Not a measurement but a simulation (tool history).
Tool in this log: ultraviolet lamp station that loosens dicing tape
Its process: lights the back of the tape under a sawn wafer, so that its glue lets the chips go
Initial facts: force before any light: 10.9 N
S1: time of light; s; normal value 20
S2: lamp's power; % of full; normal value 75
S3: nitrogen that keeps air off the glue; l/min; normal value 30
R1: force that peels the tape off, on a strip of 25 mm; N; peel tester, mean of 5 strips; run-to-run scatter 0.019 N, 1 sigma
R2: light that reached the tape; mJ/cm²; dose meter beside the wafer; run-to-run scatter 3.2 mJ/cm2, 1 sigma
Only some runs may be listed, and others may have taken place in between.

| run | hour | S1 | S2 | S3 | R1 | R2 |
|---|---|---|---|---|---|---|
| 1 | 0.0 | 20 | 75 | 30 | 1.354 | 413 |
| 2 | 7.7 | 20 | 75 | 30 | 1.380 | 412 |
| 3 | 19.7 | 20 | 75 | 30 | 1.397 | 411 |
| 4 | 29.0 | 20 | 75 | 14 | 2.408 | 402 |
| 5 | 42.9 | 20 | 75 | 30 | 1.479 | 394 |
| 6 | 53.7 | 20 | 75 | 30 | 1.485 | 397 |
| 7 | 61.7 | 20 | 75 | 30 | 1.454 | 395 |
| 8 | 72.0 | 20 | 75 | 30 | 1.476 | 394 |
| 9 | 82.2 | 20 | 75 | 30 | 1.502 | 391 |
| 10 | 93.1 | 20 | 75 | 30 | 1.503 | 386 |
| 11 | 99.1 | 20 | 75 | 30 | 1.491 | 388 |
| 12 | 109.7 | 20 | 75 | 30 | 1.563 | 380 |
| 13 | 121.6 | 20 | 75 | 30 | 1.537 | 382 |
| 14 | 128.0 | 20 | 75 | 30 | 1.587 | 378 |
| 15 | 138.4 | 20 | 75 | 22 | 2.027 | 378 |
| 16 | 147.9 | 19 | 75 | 22 | 2.211 | 355 |
| 17 | 155.4 | 19 | 75 | 22 | 2.106 | 354 |
| 18 | 164.9 | 16 | 75 | 30 | 2.392 | 292 |
| 19 | 172.0 | 34 | 90 | 13 | 0.759 | 750 |
| 20 | 179.2 | 12 | 68 | 14 | 5.037 | 199 |
| 21 | 187.9 | 29 | 83 | 53 | 0.344 | 585 |
| 22 | 199.8 | 34 | 75 | 26 | 0.605 | 623 |
| 23 | 207.0 | 14 | 75 | 30 | 3.027 | 251 |
| 24 | 213.9 | 23 | 87 | 30 | 0.951 | 479 |
| 25 | 224.3 | 23 | 87 | 30 | 0.997 | 477 |
| 26 | 235.5 | 13 | 92 | 57 | 1.885 | 282 |
| 27 | 245.0 | 25 | 88 | 14 | 1.639 | 519 |
| 28 | 251.7 | 25 | 88 | 14 | 1.534 | 517 |
| 29 | 260.5 | 25 | 88 | 51 | 0.502 | 513 |
| 30 | 269.7 | 20 | 65 | 12 | 3.660 | 301 |
| 31 | 282.8 | 28 | 65 | 37 | 1.108 | 413 |
| 32 | 296.1 | 14 | 62 | 14 | 5.357 | 193 |
| 33 | 307.6 | 14 | 95 | 28 | 2.416 | 302 |

Alternative continuations, all from the tool just after run 33; predict every row:
| A | 321.5 | 14 | 82 | 28 | ? | ? |
| B | 321.5 | 15 | 75 | 39 | ? | ? |
| C | 321.5 | 13 | 93 | 12 | ? | ? |

| run | R1 | R2 |
|---|---|---|
| A | 3.078 | 254 |
| B | 2.595 | 251 |
| C | 4.238 | 270 |
Had the tool no hidden state, the same runs would have come out as:
| run | R1 | R2 |
|---|---|---|
| A | 1.681 | 377 |
| B | 1.334 | 373 |
| C | 2.704 | 399 |
